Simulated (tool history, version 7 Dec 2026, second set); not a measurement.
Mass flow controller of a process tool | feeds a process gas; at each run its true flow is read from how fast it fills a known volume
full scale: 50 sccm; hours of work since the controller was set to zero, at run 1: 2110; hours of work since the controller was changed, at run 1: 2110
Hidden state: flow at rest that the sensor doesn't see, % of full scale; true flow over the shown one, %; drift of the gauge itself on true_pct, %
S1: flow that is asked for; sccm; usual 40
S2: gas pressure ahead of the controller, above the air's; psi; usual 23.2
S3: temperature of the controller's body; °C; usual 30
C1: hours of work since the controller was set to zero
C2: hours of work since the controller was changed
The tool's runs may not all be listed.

Run 1, day 0: usual settings; C1 2110; C2 2110. Result: true flow (%) 99.13.
Run 2, day 2.083: usual settings; C1 2136; C2 2136. Result: true flow (%) 99.14.
Run 3, day 5.971: usual settings; C1 2185; C2 2185. Result: true flow (%) 98.98.
Run 4, day 10.5: usual settings but S2 22.6 psi; C1 2242; C2 2242. Result: true flow (%) 98.93.
Run 5, day 14.133: usual settings; C1 2287; C2 2287. Result: true flow (%) 99.11.
Run 6, day 18.667: usual settings but S1 49 sccm; C1 2344; C2 2344. Result: true flow (%) 99.1.
Run 7, day 21.492: usual settings but S1 49 sccm; C1 2379; C2 2379. Result: true flow (%) 99.24.
Run 8, day 24.858: usual settings but S1 49 sccm; C1 2422; C2 2422. Result: true flow (%) 99.07.
Run 9, day 28.279: usual settings but S1 49 sccm, S3 24 °C; C1 2465; C2 2465. Result: true flow (%) 99.86.
Run 10, day 31.15: usual settings but S1 49 sccm, S3 24 °C; C1 2501; C2 2501. Result: true flow (%) 99.66.
Run 11, day 34.612: usual settings but S1 49 sccm, S3 24 °C; C1 2544; C2 2544. Result: true flow (%) 99.81.
At day 35.067: controller's zero set anew.
Run 12, day 39.129: usual settings but S1 49 sccm, S3 24 °C; C1 51; C2 2600. Result: true flow (%) 99.7.
Run 13, day 41.05: usual settings but S1 49 sccm, S3 24 °C; C1 75; C2 2625. Result: true flow (%) 99.51.
At day 43.975: controller's zero set anew, once more.
Run 14, day 44.95: usual settings but S1 49 sccm, S3 24 °C; C1 12; C2 2673. Result: true flow (%) 100.08.
Run 15, day 47.9: usual settings but S1 49 sccm, S2 32.3 psi, S3 24 °C; C1 49; C2 2710. Result: true flow (%) 99.61.
Run 16, day 52.129: usual settings but S1 49 sccm, S2 32.3 psi, S3 24 °C; C1 102; C2 2763. Result: true flow (%) 99.63.
Run 17, day 55.308: usual settings but S1 49 sccm, S2 32.3 psi, S3 24 °C; C1 142; C2 2803. Result: true flow (%) 99.57.
Run 18, day 59.712: usual settings; C1 197; C2 2858. Result: true flow (%) 99.53.
Run 19, day 63.712: usual settings; C1 248; C2 2909. Result: true flow (%) 99.42.
Run 20, day 66.342: usual settings; C1 281; C2 2942. Result: true flow (%) 99.38.
Run 21, day 71.096: usual settings but S1 5 sccm, S2 39.3 psi, S3 22 °C; C1 340; C2 3001. Result: true flow (%) 98.63.
Run 22, day 74.442: usual settings but S1 23 sccm, S2 40.5 psi, S3 39 °C; C1 382; C2 3043. Result: true flow (%) 97.37.
Run 23, day 76.95: usual settings but S1 7 sccm; C1 414; C2 3075. Result: true flow (%) 98.55.
Run 24, day 80.638: usual settings but S1 7 sccm; C1 460; C2 3121. Result: true flow (%) 98.78.
Run 25, day 83.379: usual settings but S1 7 sccm, S3 36 °C; C1 494; C2 3155. Result: true flow (%) 98.21.
Run 26, day 85.871: usual settings but S1 5 sccm, S2 36.1 psi; C1 526; C2 3186. Result: true flow (%) 97.73.
Run 27, day 90.233: usual settings but S1 38 sccm; C1 580; C2 3241. Result: true flow (%) 99.25.
Run 28, day 94.196: usual settings but S1 20 sccm, S2 21.2 psi, S3 21 °C; C1 630; C2 3291. Result: true flow (%) 99.91.
Run 29, day 96.362: usual settings but S1 46 sccm, S3 34 °C; C1 657; C2 3318. Result: true flow (%) 98.99.
Run 30, day 100.512: usual settings but S1 46 sccm, S3 34 °C; C1 709; C2 3370. Result: true flow (%) 99.08.
Run 31, day 104.95: usual settings but S1 8 sccm, S2 31.3 psi; C1 765; C2 3426. Result: true flow (%) 98.07.
Run 32, day 109.746: usual settings but S1 14 sccm, S2 20.5 psi, S3 27 °C; C1 825; C2 3486. Result: true flow (%) 99.15.
Run 33, day 111.717: usual settings but S1 24 sccm, S3 40 °C; C1 850; C2 3511. Result: true flow (%) 98.08.
Run 34, day 115.696: usual settings but S2 39.9 psi, S3 35 °C; C1 900; C2 3561. Result: true flow (%) 98.03.
Run 35, day 119.925: usual settings but S2 39.9 psi, S3 35 °C; C1 953; C2 3614. Result: true flow (%) 98.02.
Run 36, day 122.092: usual settings but S1 9 sccm, S2 23.1 psi, S3 25 °C; C1 980; C2 3641. Result: true flow (%) 98.84.
Run 37, day 125.833: usual settings but S1 9 sccm, S2 23.1 psi, S3 38 °C; C1 1027; C2 3688. Result: true flow (%) 97.41.
Run 38, day 129.762: usual settings but S1 9 sccm, S2 23.1 psi, S3 38 °C; C1 1076; C2 3737. Result: true flow (%) 97.42.
Run 39, day 132.279: usual settings but S1 18 sccm, S2 32.1 psi, S3 40 °C; C1 1108; C2 3769. Result: true flow (%) 97.47.
Run 40, day 135.462: usual settings but S1 21 sccm, S2 32.1 psi, S3 23 °C; C1 1148; C2 3809. Result: true flow (%) 99.18.

3 ways to go on from here, each from the tool as it stands after run 40. What would each give?
Run A, day 137.658: usual settings but S1 19 sccm, S2 30 psi, S3 34 °C; C1 1175; C2 3836. Result: true flow (%) ?.
Run B, day 137.658: usual settings but S1 8 sccm, S2 39.6 psi, S3 20 °C; C1 1175; C2 3836. Result: true flow (%) ?.
Run C, day 137.658: usual settings but S1 43 sccm; C1 1175; C2 3836. Result: true flow (%) ?.

run  true flow (%)
  A             98
  B          98.33
  C          99.21
Without the tool's hidden state the same runs would have given:
run  true flow (%)
  A          98.78
  B          99.69
  C          99.75
